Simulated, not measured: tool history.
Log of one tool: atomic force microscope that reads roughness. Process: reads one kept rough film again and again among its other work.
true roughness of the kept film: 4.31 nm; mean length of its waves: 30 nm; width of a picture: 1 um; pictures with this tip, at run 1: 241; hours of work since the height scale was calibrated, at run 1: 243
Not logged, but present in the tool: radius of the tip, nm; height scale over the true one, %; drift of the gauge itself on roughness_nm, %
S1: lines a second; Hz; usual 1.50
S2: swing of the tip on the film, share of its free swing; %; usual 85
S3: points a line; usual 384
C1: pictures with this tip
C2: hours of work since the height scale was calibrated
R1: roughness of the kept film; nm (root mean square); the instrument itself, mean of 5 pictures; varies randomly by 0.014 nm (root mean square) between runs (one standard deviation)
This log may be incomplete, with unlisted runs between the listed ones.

Run 1, hour 0.0: usual settings; C1 241; C2 243. Result: R1 2.871 nm (root mean square).
Run 2, hour 32.9: usual settings; C1 281; C2 259. Result: R1 2.834 nm (root mean square).
Run 3, hour 56.5: usual settings; C1 309; C2 271. Result: R1 2.809 nm (root mean square).
Run 4, hour 86.9: usual settings but S3 501; C1 345; C2 285. Result: R1 2.765 nm (root mean square).
At hour 96.4: new tip fitted.
Run 5, hour 122.2: usual settings but S3 501; C1 30; C2 302. Result: R1 3.151 nm (root mean square).
At hour 126.8: height scale calibrated on a step standard.
Run 6, hour 149.4: usual settings but S3 501; C1 62; C2 11. Result: R1 3.094 nm (root mean square).
Run 7, hour 175.6: usual settings but S1 1.34 Hz, S2 89 %; C1 93; C2 23. Result: R1 3.011 nm (root mean square).
At hour 196.5: height scale calibrated on a step standard, once more.
Run 8, hour 202.5: usual settings but S1 1.34 Hz, S2 89 %; C1 124; C2 3. Result: R1 2.963 nm (root mean square).
Run 9, hour 232.4: usual settings but S2 56 %, S3 942; C1 159; C2 17. Result: R1 3.211 nm (root mean square).
Run 10, hour 274.7: usual settings but S2 56 %, S3 942; C1 210; C2 38. Result: R1 3.142 nm (root mean square).
Run 11, hour 297.4: usual settings but S2 88 %, S3 901; C1 237; C2 48. Result: R1 2.841 nm (root mean square).

Below are 5 alternative next runs, each starting from the tool's condition after run 11. Predict each:
Run A, hour 324.1: usual settings but S2 71 %, S3 901; C1 268; C2 61. Result: R1 ?.
Run B, hour 324.1: usual settings but S3 725; C1 268; C2 61. Result: R1 ?.
Run C, hour 324.1: usual settings but S1 0.81 Hz, S2 70 %, S3 270; C1 268; C2 61. Result: R1 ?.
Run D, hour 324.1: usual settings but S1 0.64 Hz, S2 88 %, S3 1007; C1 268; C2 61. Result: R1 ?.
Run E, hour 324.1: usual settings but S1 2.07 Hz, S2 88 %, S3 811; C1 268; C2 61. Result: R1 ?.

run     R1
  A  2.977
  B  2.829
  C  2.988
  D  2.983
  E  2.675
With the hidden condition removed and each run's random variation left untouched, the same runs would have given:
run     R1
  A  3.449
  B  3.277
  C  3.462
  D  3.455
  E  3.101
